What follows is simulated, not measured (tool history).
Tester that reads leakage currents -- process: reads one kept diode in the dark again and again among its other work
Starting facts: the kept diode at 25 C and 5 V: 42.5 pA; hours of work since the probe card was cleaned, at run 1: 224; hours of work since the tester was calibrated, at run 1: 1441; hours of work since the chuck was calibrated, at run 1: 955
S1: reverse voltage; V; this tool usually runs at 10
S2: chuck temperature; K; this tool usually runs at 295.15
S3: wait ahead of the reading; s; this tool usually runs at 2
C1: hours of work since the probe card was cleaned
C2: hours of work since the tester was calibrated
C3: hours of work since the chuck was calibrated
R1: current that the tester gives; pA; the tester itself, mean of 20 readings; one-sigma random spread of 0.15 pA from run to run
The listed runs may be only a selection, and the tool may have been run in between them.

Run 1, day 0: usual settings; C1 224; C2 1441; C3 955. Result: R1 50.64 pA.
Run 2, day 4.808: usual settings; C1 282; C2 1499; C3 1013. Result: R1 51 pA.
Run 3, day 11.729: usual settings; C1 367; C2 1584; C3 1098. Result: R1 51.65 pA.
Run 4, day 17.838: usual settings; C1 441; C2 1658; C3 1172. Result: R1 51.85 pA.
Run 5, day 21.392: usual settings but S3 1.04 s; C1 485; C2 1702; C3 1216. Result: R1 53.74 pA.
Run 6, day 25.262: usual settings but S3 1.04 s; C1 532; C2 1749; C3 1263. Result: R1 54.38 pA.
Run 7, day 29.05: usual settings but S2 314.15 K; C1 578; C2 1795; C3 1309. Result: R1 203.67 pA.
Run 8, day 32.838: usual settings; C1 624; C2 1841; C3 1355. Result: R1 53.34 pA.
Run 9, day 38.242: usual settings; C1 690; C2 1907; C3 1421. Result: R1 54.03 pA.
Run 10, day 44.467: usual settings; C1 766; C2 1983; C3 1497. Result: R1 54.4 pA.
Run 11, day 49.462: usual settings; C1 827; C2 2044; C3 1558. Result: R1 55.26 pA.
Run 12, day 52.662: usual settings but S3 0.7 s; C1 866; C2 2083; C3 1597. Result: R1 58.47 pA.
Run 13, day 55.767: usual settings but S3 0.7 s; C1 904; C2 2121; C3 1635. Result: R1 58.8 pA.
Run 14, day 62.408: usual settings but S3 0.7 s; C1 985; C2 2202; C3 1716. Result: R1 59.55 pA.
Run 15, day 67.138: usual settings but S3 0.7 s; C1 1043; C2 2260; C3 1774. Result: R1 59.96 pA.
Run 16, day 71.383: usual settings but S3 0.7 s; C1 1095; C2 2312; C3 1826. Result: R1 60.47 pA.
Run 17, day 76.929: usual settings but S2 302.15 K; C1 1162; C2 2379; C3 1893. Result: R1 94.86 pA.
Run 18, day 83.229: usual settings but S2 302.15 K; C1 1239; C2 2456; C3 1970. Result: R1 95.25 pA.
Run 19, day 86.417: usual settings; C1 1278; C2 2495; C3 2009. Result: R1 58.53 pA.
Run 20, day 89.733: usual settings; C1 1319; C2 2536; C3 2049. Result: R1 59.22 pA.
At day 91.167: chuck's temperature calibrated.
Run 21, day 95.575: usual settings but S1 7.7 V, S2 302.15 K, S3 0.52 s; C1 1389; C2 2606; C3 54. Result: R1 77.55 pA.
Run 22, day 100.196: usual settings but S1 7.7 V, S2 309.15 K, S3 0.52 s; C1 1445; C2 2662; C3 110. Result: R1 124.82 pA.
Run 23, day 103.979: usual settings but S1 7.7 V, S2 309.15 K, S3 0.52 s; C1 1491; C2 2708; C3 156. Result: R1 125.3 pA.
Run 24, day 108.488: usual settings but S1 18.7 V, S2 304.15 K, S3 1.7 s; C1 1546; C2 2763; C3 211. Result: R1 130.85 pA.
Run 25, day 112.171: usual settings but S1 18.7 V, S2 304.15 K, S3 1.76 s; C1 1591; C2 2808; C3 256. Result: R1 131.44 pA.
Run 26, day 118.312: usual settings but S1 1.4 V, S2 300.15 K, S3 1.76 s; C1 1666; C2 2883; C3 331. Result: R1 31.23 pA.
Run 27, day 125.267: usual settings but S1 1.4 V, S2 313.15 K, S3 1.76 s; C1 1751; C2 2968; C3 416. Result: R1 79.81 pA.
Run 28, day 129.271: usual settings but S1 1.4 V, S2 313.15 K, S3 1.76 s; C1 1800; C2 3017; C3 465. Result: R1 79.91 pA.
Run 29, day 132.871: usual settings but S1 1.4 V, S2 313.15 K, S3 1.76 s; C1 1844; C2 3061; C3 509. Result: R1 80.61 pA.
Run 30, day 137.025: usual settings but S1 1.4 V, S2 313.15 K, S3 1.76 s; C1 1895; C2 3112; C3 560. Result: R1 80.63 pA.
Run 31, day 143.367: usual settings but S1 1.4 V, S2 313.15 K, S3 1.76 s; C1 1972; C2 3189; C3 637. Result: R1 81.03 pA.
Run 32, day 147.679: usual settings but S1 1.4 V, S2 323.15 K, S3 1.76 s; C1 2025; C2 3242; C3 690. Result: R1 159.75 pA.
Run 33, day 152.446: usual settings but S2 294.15 K, S3 1.29 s; C1 2083; C2 3300; C3 748. Result: R1 53.59 pA.
Run 34, day 157.529: usual settings but S1 1.1 V, S3 0.45 s; C1 2145; C2 3362; C3 810. Result: R1 20.97 pA.
Run 35, day 161.142: usual settings but S1 1.1 V, S2 293.15 K, S3 3.34 s; C1 2189; C2 3406; C3 854. Result: R1 17.41 pA.
Run 36, day 164.904: usual settings but S1 1.1 V, S2 301.15 K, S3 3.34 s; C1 2235; C2 3452; C3 900. Result: R1 31.89 pA.
Run 37, day 170.1: usual settings but S1 14.6 V, S2 325.15 K, S3 5.47 s; C1 2298; C2 3515; C3 963. Result: R1 495.01 pA.
Run 38, day 173.933: usual settings but S1 14.6 V, S2 325.15 K, S3 5.47 s; C1 2345; C2 3562; C3 1010. Result: R1 496.28 pA.
Run 39, day 179.958: usual settings but S1 14.6 V, S2 325.15 K, S3 5.47 s; C1 2419; C2 3635; C3 1083. Result: R1 499 pA.
Run 40, day 185.754: usual settings but S1 14.6 V, S2 325.15 K, S3 5.47 s; C1 2489; C2 3706; C3 1154. Result: R1 504.3 pA.

Describe how what the log doesn't record of the tool's condition differs between the last listed run preceding each entry between runs and the first listed run following it.
Logged between run 20 and run 21: chuck's temperature calibrated (day 91.167)
  stray current of the dirty probe card, pA a volt: 0.451 -> 0.476; current scale over the true one, %: 1.12 -> 1.15; true chuck temperature over the reading, C: 2 -> -0.12
  the result without the hidden state subtracted from the measured one, R1: +12.58 -> +3.78 pA

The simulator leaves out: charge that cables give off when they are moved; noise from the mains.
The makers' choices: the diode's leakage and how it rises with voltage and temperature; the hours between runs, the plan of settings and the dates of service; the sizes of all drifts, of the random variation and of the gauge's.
